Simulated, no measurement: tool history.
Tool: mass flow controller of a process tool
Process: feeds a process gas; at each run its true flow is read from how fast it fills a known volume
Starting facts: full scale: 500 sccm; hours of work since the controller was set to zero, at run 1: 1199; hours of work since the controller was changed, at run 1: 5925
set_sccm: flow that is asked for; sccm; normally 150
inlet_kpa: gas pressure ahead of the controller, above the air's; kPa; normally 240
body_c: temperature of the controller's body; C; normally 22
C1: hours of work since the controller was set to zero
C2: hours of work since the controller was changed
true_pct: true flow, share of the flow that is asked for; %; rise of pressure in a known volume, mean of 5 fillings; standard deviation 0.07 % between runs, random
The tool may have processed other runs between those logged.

run 1 hour=0.0 | set_sccm=150 inlet_kpa=240 body_c=22 | C1=1199 C2=5925 | true_pct=100.45
run 2 hour=311.6 | set_sccm=78 inlet_kpa=240 body_c=22 | C1=1303 C2=6030 | true_pct=99.11
run 3 hour=532.0 | set_sccm=150 inlet_kpa=240 body_c=22 | C1=1377 C2=6104 | true_pct=100.31
run 4 hour=952.4 | set_sccm=150 inlet_kpa=240 body_c=22 | C1=1518 C2=6245 | true_pct=100.37
run 5 hour=1269.1 | set_sccm=150 inlet_kpa=240 body_c=26 | C1=1625 C2=6351 | true_pct=100.63
run 6 hour=1509.1 | set_sccm=150 inlet_kpa=240 body_c=22 | C1=1705 C2=6432 | true_pct=100.09
run 7 hour=1940.5 | set_sccm=150 inlet_kpa=240 body_c=22 | C1=1850 C2=6576 | true_pct=100.07
run 8 hour=2276.1 | set_sccm=150 inlet_kpa=189 body_c=22 | C1=1963 C2=6689 | true_pct=99.75
run 9 hour=2674.7 | set_sccm=150 inlet_kpa=143 body_c=22 | C1=2097 C2=6823 | true_pct=99.66
run 10 hour=3167.5 | set_sccm=150 inlet_kpa=240 body_c=22 | C1=2262 C2=6988 | true_pct=99.85
run 11 hour=3508.6 | set_sccm=488 inlet_kpa=240 body_c=22 | C1=2377 C2=7103 | true_pct=101.94
run 12 hour=3885.9 | set_sccm=488 inlet_kpa=204 body_c=22 | C1=2503 C2=7230 | true_pct=101.86
run 13 hour=4132.4 | set_sccm=488 inlet_kpa=204 body_c=22 | C1=2586 C2=7312 | true_pct=101.73
run 14 hour=4519.9 | set_sccm=488 inlet_kpa=204 body_c=22 | C1=2716 C2=7443 | true_pct=101.79
run 15 hour=4870.0 | set_sccm=488 inlet_kpa=207 body_c=22 | C1=2834 C2=7560 | true_pct=101.76
run 16 hour=5237.2 | set_sccm=488 inlet_kpa=207 body_c=22 | C1=2957 C2=7683 | true_pct=101.91
run 17 hour=5680.8 | set_sccm=488 inlet_kpa=207 body_c=22 | C1=3106 C2=7832 | true_pct=101.83
run 18 hour=6103.0 | set_sccm=150 inlet_kpa=240 body_c=22 | C1=3248 C2=7974 | true_pct=99.43
run 19 hour=6539.3 | set_sccm=150 inlet_kpa=240 body_c=22 | C1=3394 C2=8120 | true_pct=99.42
run 20 hour=7036.3 | set_sccm=150 inlet_kpa=240 body_c=22 | C1=3561 C2=8287 | true_pct=99.38
run 21 hour=7382.7 | set_sccm=150 inlet_kpa=240 body_c=22 | C1=3677 C2=8404 | true_pct=99.21
run 22 hour=7778.1 | set_sccm=150 inlet_kpa=240 body_c=22 | C1=3810 C2=8536 | true_pct=99.23
run 23 hour=8170.5 | set_sccm=150 inlet_kpa=240 body_c=22 | C1=3942 C2=8668 | true_pct=99.22
run 24 hour=8607.7 | set_sccm=150 inlet_kpa=240 body_c=22 | C1=4089 C2=8815 | true_pct=99.18
run 25 hour=8826.3 | set_sccm=150 inlet_kpa=240 body_c=22 | C1=4162 C2=8888 | true_pct=99.07
run 26 hour=9209.0 | set_sccm=135 inlet_kpa=240 body_c=21 | C1=4291 C2=9017 | true_pct=98.55
run 27 hour=9585.8 | set_sccm=135 inlet_kpa=240 body_c=21 | C1=4417 C2=9143 | true_pct=98.42
-- hour=9853.1 controller exchanged for a calibrated one
run 28 hour=10029.4 | set_sccm=53 inlet_kpa=219 body_c=29 | C1=59 C2=59 | true_pct=99.22
run 29 hour=10334.1 | set_sccm=150 inlet_kpa=228 body_c=34 | C1=162 C2=162 | true_pct=100.18
run 30 hour=10568.1 | set_sccm=150 inlet_kpa=209 body_c=40 | C1=240 C2=240 | true_pct=100.55
run 31 hour=10946.8 | set_sccm=110 inlet_kpa=209 body_c=21 | C1=367 C2=367 | true_pct=98.36
run 32 hour=11338.0 | set_sccm=78 inlet_kpa=240 body_c=23 | C1=499 C2=499 | true_pct=98.27
run 33 hour=11664.6 | set_sccm=259 inlet_kpa=148 body_c=21 | C1=608 C2=608 | true_pct=98.61
run 34 hour=11932.4 | set_sccm=250 inlet_kpa=208 body_c=22 | C1=698 C2=698 | true_pct=98.75
run 35 hour=12348.2 | set_sccm=52 inlet_kpa=200 body_c=21 | C1=838 C2=838 | true_pct=96.80
run 36 hour=12679.3 | set_sccm=150 inlet_kpa=240 body_c=28 | C1=949 C2=949 | true_pct=99.17
run 37 hour=13109.0 | set_sccm=70 inlet_kpa=273 body_c=28 | C1=1093 C2=1093 | true_pct=98.10
run 38 hour=13353.0 | set_sccm=94 inlet_kpa=273 body_c=28 | C1=1175 C2=1175 | true_pct=98.44
run 39 hour=13562.3 | set_sccm=161 inlet_kpa=179 body_c=21 | C1=1245 C2=1245 | true_pct=98.15
run 40 hour=13856.9 | set_sccm=161 inlet_kpa=179 body_c=21 | C1=1344 C2=1344 | true_pct=98.04
run 41 hour=14231.1 | set_sccm=166 inlet_kpa=179 body_c=34 | C1=1470 C2=1470 | true_pct=99.42
run 42 hour=14517.5 | set_sccm=150 inlet_kpa=265 body_c=23 | C1=1566 C2=1566 | true_pct=98.51
run 43 hour=14888.8 | set_sccm=350 inlet_kpa=214 body_c=25 | C1=1691 C2=1691 | true_pct=99.47
run 44 hour=15181.1 | set_sccm=107 inlet_kpa=240 body_c=33 | C1=1789 C2=1789 | true_pct=98.68
run 45 hour=15630.5 | set_sccm=107 inlet_kpa=240 body_c=33 | C1=1940 C2=1940 | true_pct=98.45
run 46 hour=15961.6 | set_sccm=107 inlet_kpa=240 body_c=33 | C1=2051 C2=2051 | true_pct=98.55
run 47 hour=16295.2 | set_sccm=225 inlet_kpa=201 body_c=27 | C1=2163 C2=2163 | true_pct=99.04
run 48 hour=16634.1 | set_sccm=150 inlet_kpa=280 body_c=21 | C1=2277 C2=2277 | true_pct=98.06

A few steps of true_pct between consecutive runs. Split each: what settings, incoming material and random variation would produce without the hidden state, and what is left over for the hidden state, along with gauge scatter present in only one of the two compared results (measured, and without hidden state):
What the log doesn't record here: flow at rest that the sensor doesn't see, % of full scale; true flow over the shown one, %; drift of the gauge itself on true_pct, %.
Run 17 -> 18: set_sccm 488 -> 150, inlet_kpa 207 -> 240. true_pct -2.40 %: hidden state -1.86, all else -0.54.
Run 30 -> 31: set_sccm 150 -> 110, body_c 40 -> 21. true_pct -2.19 %: hidden state -0.17, all else -2.02.
Run 34 -> 35: set_sccm 250 -> 52, inlet_kpa 208 -> 200, body_c 22 -> 21. true_pct -1.95 %: hidden state -1.64, all else -0.31.
Run 35 -> 36: set_sccm 52 -> 150, inlet_kpa 200 -> 240, body_c 21 -> 28. true_pct +2.37 %: hidden state +1.28, all else +1.09.
Run 43 -> 44: set_sccm 350 -> 107, inlet_kpa 214 -> 240, body_c 25 -> 33. true_pct -0.79 %: hidden state -1.44, all else +0.65.
